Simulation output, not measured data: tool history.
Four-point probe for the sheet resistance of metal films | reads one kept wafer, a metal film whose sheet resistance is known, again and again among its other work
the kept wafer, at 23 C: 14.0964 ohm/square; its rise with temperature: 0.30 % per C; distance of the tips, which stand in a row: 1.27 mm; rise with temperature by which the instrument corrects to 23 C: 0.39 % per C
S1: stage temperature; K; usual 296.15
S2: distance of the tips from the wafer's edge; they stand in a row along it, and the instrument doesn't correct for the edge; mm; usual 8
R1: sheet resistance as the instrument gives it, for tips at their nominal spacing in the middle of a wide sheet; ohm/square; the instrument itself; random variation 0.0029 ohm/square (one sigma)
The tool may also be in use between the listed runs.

run	hour	S1	S2	R1
1	0	296.15	8	14.388638
2	14	296.15	13	14.283149
3	31.4	296.15	5	14.687838
4	49.8	296.15	20	14.241052
5	69.5	296.15	20	14.241634
6	86.6	296.15	20	14.244189
7	109.6	296.15	20	14.245387
8	125.8	296.15	20	14.250676

Run 9 comes next. What will it give?
9	136.2	296.15	20	?

Run 9 gave R1 14.252728 ohm/square.
Without the tool's hidden state the same run would have given R1 14.131508 ohm/square.
